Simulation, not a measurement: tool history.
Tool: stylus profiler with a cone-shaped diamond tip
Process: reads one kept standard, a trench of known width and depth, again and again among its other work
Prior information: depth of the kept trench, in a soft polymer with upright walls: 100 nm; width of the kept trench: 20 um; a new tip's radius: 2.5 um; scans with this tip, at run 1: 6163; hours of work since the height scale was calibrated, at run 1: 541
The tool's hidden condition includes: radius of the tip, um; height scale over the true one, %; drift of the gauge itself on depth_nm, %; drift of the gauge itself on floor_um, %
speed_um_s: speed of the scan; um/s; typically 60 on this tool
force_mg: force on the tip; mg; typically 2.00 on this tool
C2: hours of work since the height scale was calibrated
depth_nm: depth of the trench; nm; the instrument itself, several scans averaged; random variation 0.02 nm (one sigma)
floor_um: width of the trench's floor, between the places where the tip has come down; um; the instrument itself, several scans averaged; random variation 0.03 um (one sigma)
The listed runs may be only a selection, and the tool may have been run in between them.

run 1 hour=0.0 | speed_um_s=60 force_mg=2.00 | scans_with_this_tip=6163 C2=541 | depth_nm=100.77 floor_um=18.23
run 2 hour=16.5 | speed_um_s=60 force_mg=2.00 | scans_with_this_tip=6287 C2=552 | depth_nm=100.77 floor_um=18.22
run 3 hour=30.7 | speed_um_s=60 force_mg=0.67 | scans_with_this_tip=6394 C2=561 | depth_nm=100.40 floor_um=18.06
run 4 hour=55.2 | speed_um_s=60 force_mg=2.37 | scans_with_this_tip=6578 C2=577 | depth_nm=100.87 floor_um=18.19
run 5 hour=75.2 | speed_um_s=60 force_mg=2.00 | scans_with_this_tip=6728 C2=590 | depth_nm=100.77 floor_um=18.20
run 6 hour=92.2 | speed_um_s=60 force_mg=2.70 | scans_with_this_tip=6855 C2=601 | depth_nm=100.93 floor_um=18.26
run 7 hour=120.3 | speed_um_s=60 force_mg=2.70 | scans_with_this_tip=7067 C2=620 | depth_nm=100.93 floor_um=18.23
run 8 hour=141.3 | speed_um_s=60 force_mg=2.70 | scans_with_this_tip=7224 C2=634 | depth_nm=100.92 floor_um=18.21
run 9 hour=169.8 | speed_um_s=60 force_mg=2.70 | scans_with_this_tip=7438 C2=653 | depth_nm=100.95 floor_um=18.23
run 10 hour=192.5 | speed_um_s=24 force_mg=2.00 | scans_with_this_tip=7609 C2=667 | depth_nm=100.75 floor_um=18.29
run 11 hour=206.6 | speed_um_s=60 force_mg=2.00 | scans_with_this_tip=7715 C2=677 | depth_nm=100.71 floor_um=18.16
run 12 hour=220.4 | speed_um_s=84 force_mg=2.00 | scans_with_this_tip=7819 C2=686 | depth_nm=100.77 floor_um=18.06
run 13 hour=248.9 | speed_um_s=84 force_mg=2.00 | scans_with_this_tip=8032 C2=705 | depth_nm=100.79 floor_um=18.08
run 14 hour=272.4 | speed_um_s=84 force_mg=2.00 | scans_with_this_tip=8209 C2=720 | depth_nm=100.74 floor_um=18.06
run 15 hour=301.0 | speed_um_s=84 force_mg=2.00 | scans_with_this_tip=8423 C2=739 | depth_nm=100.79 floor_um=18.01
run 16 hour=334.6 | speed_um_s=84 force_mg=0.96 | scans_with_this_tip=8676 C2=761 | depth_nm=100.45 floor_um=17.85
run 17 hour=356.3 | speed_um_s=60 force_mg=2.00 | scans_with_this_tip=8838 C2=775 | depth_nm=100.77 floor_um=18.12
run 18 hour=388.0 | speed_um_s=175 force_mg=2.00 | scans_with_this_tip=9077 C2=796 | depth_nm=100.73 floor_um=17.74
run 19 hour=405.2 | speed_um_s=60 force_mg=2.00 | scans_with_this_tip=9206 C2=808 | depth_nm=100.76 floor_um=18.15
run 20 hour=439.3 | speed_um_s=60 force_mg=2.00 | scans_with_this_tip=9462 C2=830 | depth_nm=100.71 floor_um=18.13
run 21 hour=464.1 | speed_um_s=60 force_mg=2.00 | scans_with_this_tip=9648 C2=846 | depth_nm=100.70 floor_um=18.09
run 22 hour=489.9 | speed_um_s=60 force_mg=2.00 | scans_with_this_tip=9842 C2=863 | depth_nm=100.74 floor_um=18.14
run 23 hour=518.7 | speed_um_s=157 force_mg=5.79 | scans_with_this_tip=10058 C2=882 | depth_nm=101.54 floor_um=17.98
run 24 hour=548.3 | speed_um_s=35 force_mg=0.69 | scans_with_this_tip=10281 C2=902 | depth_nm=100.30 floor_um=18.12
run 25 hour=578.4 | speed_um_s=35 force_mg=0.69 | scans_with_this_tip=10507 C2=922 | depth_nm=100.33 floor_um=18.11
run 26 hour=600.4 | speed_um_s=62 force_mg=1.61 | scans_with_this_tip=10672 C2=936 | depth_nm=100.56 floor_um=18.13
run 27 hour=621.7 | speed_um_s=146 force_mg=1.66 | scans_with_this_tip=10832 C2=950 | depth_nm=100.64 floor_um=17.75
run 28 hour=642.3 | speed_um_s=146 force_mg=1.66 | scans_with_this_tip=10987 C2=964 | depth_nm=100.64 floor_um=17.69
run 29 hour=669.6 | speed_um_s=17 force_mg=5.02 | scans_with_this_tip=11191 C2=982 | depth_nm=101.37 floor_um=18.30
run 30 hour=693.4 | speed_um_s=17 force_mg=5.02 | scans_with_this_tip=11370 C2=997 | depth_nm=101.38 floor_um=18.27
run 31 hour=720.0 | speed_um_s=177 force_mg=2.41 | scans_with_this_tip=11570 C2=1015 | depth_nm=100.80 floor_um=17.74

Run 32, settings as shown, results not yet in. Your forecast:
run 32 hour=744.7 | speed_um_s=177 force_mg=2.41 | scans_with_this_tip=11755 C2=1031 | depth_nm=? floor_um=?

Run 32 produced depth_nm 100.82 nm, floor_um 17.70 um.
With no hidden state in the tool, this same run would have given depth_nm 100.90 nm, floor_um 17.99 um.
